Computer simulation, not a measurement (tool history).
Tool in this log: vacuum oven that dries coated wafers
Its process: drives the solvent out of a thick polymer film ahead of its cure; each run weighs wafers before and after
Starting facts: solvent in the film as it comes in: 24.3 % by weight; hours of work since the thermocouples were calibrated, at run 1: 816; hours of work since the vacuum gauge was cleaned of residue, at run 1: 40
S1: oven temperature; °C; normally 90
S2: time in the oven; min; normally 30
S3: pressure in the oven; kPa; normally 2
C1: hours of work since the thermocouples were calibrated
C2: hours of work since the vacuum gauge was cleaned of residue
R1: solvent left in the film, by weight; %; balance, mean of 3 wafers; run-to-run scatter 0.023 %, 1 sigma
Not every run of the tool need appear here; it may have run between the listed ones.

run    day   S1  S2    S3   C1  C2    R1
  1      0   90  30     2  816  40  1.82
  2  0.325  100  30     2  820  44  0.72
  3  0.704   90  30     2  824  48  1.82
  4  1.317   90  30     2  830  54  1.82
  5  1.792   90  30     2  835  59  1.83
  6  2.071   90  30     2  838  62  1.77
  7  2.558   90  19     2  843  67  3.59
  8      3   90  30  3.04  848  72  2.33
  9  3.342   90  30  3.04  851  75  2.31
 10  3.862   90  41     2  857  81  1.22
 11  4.388   90  47     2  862  86  1.11
 12  4.842   90  47     2  867  91   1.1
 13  5.275   90  47     2  872  96  1.12

Run 14 is up next; what results do you expect?
 14  5.738  83  46   2  877  101   ?

Run 14 came out at R1 2.31 %.
With no hidden state in the tool, this same run would have given R1 2.78 %.
